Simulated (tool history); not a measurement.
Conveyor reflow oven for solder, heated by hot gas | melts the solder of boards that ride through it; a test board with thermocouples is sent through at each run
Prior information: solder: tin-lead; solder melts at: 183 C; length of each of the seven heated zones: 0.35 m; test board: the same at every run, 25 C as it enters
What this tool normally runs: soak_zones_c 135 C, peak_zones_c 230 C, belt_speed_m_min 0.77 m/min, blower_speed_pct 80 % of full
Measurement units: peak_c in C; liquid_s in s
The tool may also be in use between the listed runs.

Run 1, day 0: usual settings. Result: peak_c 211 C, liquid_s 35.6 s.
Run 2, day 1.183: usual settings. Result: peak_c 211 C, liquid_s 35.6 s.
Run 3, day 3.171: usual settings. Result: peak_c 210.7 C, liquid_s 35.4 s.
Run 4, day 5.108: usual settings but belt_speed_m_min 0.769 m/min. Result: peak_c 210.5 C, liquid_s 35.2 s.
Run 5, day 7.217: usual settings. Result: peak_c 210.4 C, liquid_s 35.1 s.
At day 8.404: flux residue cleaned out of gas plates and filters.
Run 6, day 8.658: usual settings. Result: peak_c 213 C, liquid_s 37.5 s.
Run 7, day 10.325: usual settings. Result: peak_c 212.7 C, liquid_s 37.3 s.
Run 8, day 11.567: usual settings. Result: peak_c 212.6 C, liquid_s 37.4 s.
Run 9, day 13.075: usual settings but blower_speed_pct 56 % of full. Result: peak_c 207.7 C, liquid_s 32.6 s.
Run 10, day 15.067: usual settings but blower_speed_pct 56 % of full. Result: peak_c 207.4 C, liquid_s 32.5 s.
Run 11, day 16.267: usual settings but blower_speed_pct 56 % of full. Result: peak_c 207.4 C, liquid_s 32.6 s.
Run 12, day 17.783: usual settings. Result: peak_c 212.3 C, liquid_s 36.8 s.
Run 13, day 19.904: usual settings. Result: peak_c 212.1 C, liquid_s 37 s.
Run 14, day 21.854: usual settings. Result: peak_c 212.1 C, liquid_s 36.7 s.
Run 15, day 23.704: usual settings. Result: peak_c 211.8 C, liquid_s 36.8 s.
At day 24.721: flux residue cleaned out of gas plates and filters.
Run 16, day 24.917: usual settings. Result: peak_c 214.1 C, liquid_s 38.3 s.
Run 17, day 26.604: usual settings but soak_zones_c 120 C. Result: peak_c 211.1 C, liquid_s 33 s.
Run 18, day 28.708: usual settings but soak_zones_c 129 C. Result: peak_c 212.6 C, liquid_s 36.1 s.
Run 19, day 30.612: usual settings but soak_zones_c 129 C, peak_zones_c 237 C. Result: peak_c 218.7 C, liquid_s 39.5 s.
Run 20, day 32.371: usual settings but soak_zones_c 125 C, peak_zones_c 238 C, belt_speed_m_min 0.716 m/min, blower_speed_pct 79 % of full. Result: peak_c 221.1 C, liquid_s 43.4 s.
Run 21, day 33.308: usual settings but soak_zones_c 148 C, peak_zones_c 221 C, belt_speed_m_min 0.628 m/min, blower_speed_pct 79 % of full. Result: peak_c 213.9 C, liquid_s 53.1 s.
At day 35.079: belt drive overhauled, speed set with a stopwatch.
Run 22, day 35.079: usual settings but peak_zones_c 220 C, belt_speed_m_min 0.745 m/min. Result: peak_c 205.6 C, liquid_s 32.9 s.
Run 23, day 36.896: usual settings but peak_zones_c 235 C, blower_speed_pct 81 % of full. Result: peak_c 217 C, liquid_s 39.3 s.
Run 24, day 38.283: usual settings but peak_zones_c 235 C, blower_speed_pct 85 % of full. Result: peak_c 217.3 C, liquid_s 39.9 s.
Run 25, day 39.629: usual settings but soak_zones_c 147 C, peak_zones_c 242 C, belt_speed_m_min 0.667 m/min, blower_speed_pct 62 % of full. Result: peak_c 226.7 C, liquid_s 55.1 s.
Run 26, day 40.879: usual settings but soak_zones_c 128 C, peak_zones_c 237 C, belt_speed_m_min 0.696 m/min. Result: peak_c 220.4 C, liquid_s 44.1 s.
At day 41.221: flux residue cleaned out of gas plates and filters.
Run 27, day 42.371: usual settings but soak_zones_c 128 C, peak_zones_c 237 C, belt_speed_m_min 0.696 m/min. Result: peak_c 223 C, liquid_s 45.8 s.
Run 28, day 44.067: usual settings but peak_zones_c 241 C, belt_speed_m_min 0.683 m/min. Result: peak_c 228.2 C, liquid_s 51.3 s.
Run 29, day 45.758: usual settings but soak_zones_c 130 C, peak_zones_c 239 C, belt_speed_m_min 0.863 m/min, blower_speed_pct 75 % of full. Result: peak_c 214.8 C, liquid_s 32.4 s.
Run 30, day 47.312: usual settings but soak_zones_c 126 C, belt_speed_m_min 0.825 m/min. Result: peak_c 209.7 C, liquid_s 30.2 s.

Had the tool no unlogged condition, and each run kept its random variation, what would the results have been?
Hidden state at play: heat that the gas passes to the board, % of a clean oven's; belt's true speed, % of the reading; true gas temperature in zones 6 and 7 over the reading, C; drift of the gauge itself on peak_c, C; drift of the gauge itself on liquid_s, %.
run  peak_c  liquid_s
  1   210.8      35.7
  2     211      35.8
  3   210.8      35.6
  4   210.7      35.6
  5   210.8      35.5
  6   210.8      35.8
  7   210.7      35.7
  8   210.7      35.8
  9   205.8      30.9
 10   205.7      30.8
 11   205.8      31.1
 12   210.8      35.5
 13   210.8      35.9
 14   210.9      35.6
 15   210.8      35.8
 16   210.8      35.6
 17   207.9      30.2
 18   209.5      33.5
 19   215.8      37.1
 20   218.2        41
 21   210.7        50
 22   203.6      31.6
 23   215.3      38.5
 24   215.8      39.2
 25   224.6        54
 26   218.8      43.4
 27   219.1      43.5
 28   224.3      49.2
 29   211.6      30.4
 30   206.5        28
